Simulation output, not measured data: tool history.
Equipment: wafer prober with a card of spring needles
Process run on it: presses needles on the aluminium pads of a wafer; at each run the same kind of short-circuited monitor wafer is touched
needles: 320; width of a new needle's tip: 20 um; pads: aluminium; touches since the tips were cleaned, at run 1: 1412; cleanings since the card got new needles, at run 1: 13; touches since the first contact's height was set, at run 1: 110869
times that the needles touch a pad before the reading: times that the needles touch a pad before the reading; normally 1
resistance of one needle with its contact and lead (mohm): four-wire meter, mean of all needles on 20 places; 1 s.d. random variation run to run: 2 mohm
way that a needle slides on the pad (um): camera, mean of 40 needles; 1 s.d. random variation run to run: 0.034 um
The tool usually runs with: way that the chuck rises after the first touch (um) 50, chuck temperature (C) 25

run,day,way that the chuck rises after the first touch (um),chuck temperature (C),times that the needles touch a pad before the reading,touches since the tips were cleaned,cleanings since the card got new needles,touches since the first contact's height was set,resistance of one needle with its contact and lead (mohm),way that a needle slides on the pad (um)
1,0.000,50,25,1,1412,13,110869,345,8.03
2,0.212,50,25,1,3604,13,113061,442,8.00
3,0.433,50,25,1,5834,13,115291,497,8.06
# day 0.562: tips cleaned on abrasive film
4,0.742,50,25,1,1849,14,118440,613,7.96
5,1.008,50,115,1,4577,14,121168,550,7.92
# day 1.258: tips cleaned on abrasive film
6,1.275,50,115,1,181,15,123864,271,7.91
7,1.521,50,115,1,2674,15,126357,416,7.93
8,1.754,50,115,1,5089,15,128772,471,7.97
# day 1.929: tips cleaned on abrasive film, once more
9,2.000,50,115,1,749,16,131240,323,7.94
10,2.412,50,115,1,4948,16,135439,473,7.86
# day 2.612: tips cleaned on abrasive film
11,2.612,50,115,1,0,17,137466,265,7.95
12,2.925,50,115,1,3187,17,140653,448,7.88
13,3.254,50,115,1,6565,17,144031,506,7.92
# day 3.296: tips cleaned on abrasive film
14,3.467,50,113,1,1758,18,146161,385,7.92
15,3.667,50,25,1,3812,18,148215,461,7.92
# day 3.979: tips cleaned on abrasive film
16,4.000,50,25,1,199,19,151586,260,7.83
17,4.271,50,104,1,2953,19,154340,437,7.94
18,4.588,50,55,2,6210,19,157597,402,7.78
# day 4.667: tips cleaned on abrasive film
19,4.842,45,42,1,1766,20,160154,428,7.05
20,5.017,47,72,1,3562,20,161950,494,7.33
21,5.288,50,44,1,6345,20,164733,510,7.84
# day 5.350: tips cleaned on abrasive film
22,5.475,55,94,2,1242,21,166588,296,8.69
23,5.767,54,31,2,4242,21,169588,353,8.47
# day 6.042: tips cleaned on abrasive film
24,6.162,50,121,1,1208,22,173588,359,7.87
25,6.396,50,121,1,3614,22,175994,462,7.87
26,6.621,50,121,1,5931,22,178311,502,7.80
# day 6.729: tips cleaned on abrasive film
27,6.983,54,31,2,2608,23,181991,325,8.49
28,7.188,54,31,2,4677,23,184060,361,8.46
# day 7.442: tips cleaned on abrasive film
29,7.538,30,98,1,1003,24,187621,606,4.50
30,7.729,30,98,1,2951,24,189569,886,4.51
31,8.075,30,41,1,6490,24,193108,1117,4.50
# day 8.142: tips cleaned on abrasive film
32,8.358,67,54,1,2193,25,195958,321,10.57
33,8.700,67,54,1,5717,25,199482,382,10.55

Alternative continuations, all from the tool just after run 33; predict every row:
# day 8.821: tips cleaned on abrasive film
A,8.942,35,86,2,1230,26,201919,?,?
# day 8.821: tips cleaned on abrasive film
B,8.942,50,25,2,1230,26,201919,?,?
# day 8.821: tips cleaned on abrasive film
C,8.942,69,36,1,1230,26,201919,?,?

run,resistance of one needle with its contact and lead (mohm),way that a needle slides on the pad (um)
A,417,5.25
B,309,7.64
C,285,10.88
What these runs would have given with no unlogged condition in the tool:
run,resistance of one needle with its contact and lead (mohm),way that a needle slides on the pad (um)
A,248,5.75
B,219,8.14
C,210,11.38
